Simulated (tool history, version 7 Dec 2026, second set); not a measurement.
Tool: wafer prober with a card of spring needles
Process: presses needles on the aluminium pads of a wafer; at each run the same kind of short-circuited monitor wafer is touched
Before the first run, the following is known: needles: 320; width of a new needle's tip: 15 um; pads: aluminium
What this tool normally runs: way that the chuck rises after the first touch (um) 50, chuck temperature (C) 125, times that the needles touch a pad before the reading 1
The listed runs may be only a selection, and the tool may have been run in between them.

run,day,way that the chuck rises after the first touch (um),chuck temperature (C),times that the needles touch a pad before the reading,resistance of one needle with its contact and lead (mohm),way that a needle slides on the pad (um)
1,0,50,125,1,312,9.91
# day 0.262: tips cleaned on abrasive film
2,0.571,50,125,1,308,9.9
3,1.171,50,125,1,310,9.92
# day 1.492: tips cleaned on abrasive film
4,1.533,50,125,1,308,9.89
5,1.892,50,125,1,313,9.93
6,2.25,64,125,1,302,12.71
# day 2.708: tips cleaned on abrasive film
7,2.892,50,125,3,305,9.89
8,3.283,49,125,1,314,9.71
9,3.583,50,125,1,311,9.92
# day 3.904: tips cleaned on abrasive film
10,4.254,50,125,1,311,9.92
11,4.571,31,125,1,326,6.15
12,5.025,50,125,1,313,9.87
# day 5.096: tips cleaned on abrasive film
13,5.654,50,125,1,309,9.9
# day 6.3: tips cleaned on abrasive film
14,6.304,50,125,1,312,9.9
15,6.862,50,125,1,313,9.88
16,7.192,50,125,1,308,9.88
# day 7.538: tips cleaned on abrasive film
17,7.829,50,113,1,301,9.91
18,8.342,50,113,1,302,9.9
# day 8.729: tips cleaned on abrasive film
19,8.767,61,113,2,302,12.08
20,9.462,61,86,1,296,12.11
# day 9.938: tips cleaned on abrasive film
21,9.95,61,86,1,289,12.09
22,10.55,39,56,1,289,7.73
# day 11.138: tips cleaned on abrasive film
23,11.138,57,49,1,282,11.32
24,11.558,57,49,1,283,11.31
25,12.008,57,49,1,284,11.29

Run 26, settings as shown, results not yet in. Your forecast:
# day 12.371: tips cleaned on abrasive film
26,12.504,50,54,2,?,?

resistance of one needle with its contact and lead (mohm): 287
way that a needle slides on the pad (um): 9.88
Without the tool's hidden state the same run would have given resistance of one needle with its contact and lead (mohm) 286, way that a needle slides on the pad (um) 9.88.
